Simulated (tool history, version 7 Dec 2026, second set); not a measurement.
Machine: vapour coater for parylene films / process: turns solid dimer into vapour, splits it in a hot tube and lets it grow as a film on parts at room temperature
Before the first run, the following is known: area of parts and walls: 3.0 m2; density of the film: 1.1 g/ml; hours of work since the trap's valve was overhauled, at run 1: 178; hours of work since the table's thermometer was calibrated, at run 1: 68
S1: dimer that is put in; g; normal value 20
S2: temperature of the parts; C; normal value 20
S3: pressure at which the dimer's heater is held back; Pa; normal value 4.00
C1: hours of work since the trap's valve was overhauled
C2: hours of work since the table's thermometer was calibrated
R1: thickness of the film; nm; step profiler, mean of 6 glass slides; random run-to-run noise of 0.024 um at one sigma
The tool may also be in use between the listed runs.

run	hour	S1	S2	S3	C1	C2	R1
1	0.0	20	20	4.00	178	68	3190
2	37.9	20	20	4.00	209	99	3150
3	77.7	20	20	4.00	242	132	3160
4	108.9	20	20	4.00	268	158	3090
5	148.9	20	20	2.54	301	191	3330
6	192.0	27	20	4.00	336	227	4090
7	213.6	20	20	4.00	354	245	3010
8	257.2	20	21	4.00	390	281	2870
9	282.0	20	21	4.00	411	302	2800
10	315.2	20	21	4.00	438	329	2800
# hour 339.0: trap's valve overhauled
11	349.3	20	12	8.57	9	354	4170
12	378.6	34	16	4.73	33	378	6530

Run 13, settings as shown, results not yet in. Your forecast:
13	406.9	14	20	3.63	56	402	?

{"run 13": {"R1": 2330}}
Minus the tool's unlogged condition, the same run would have read R1 2370 nm.
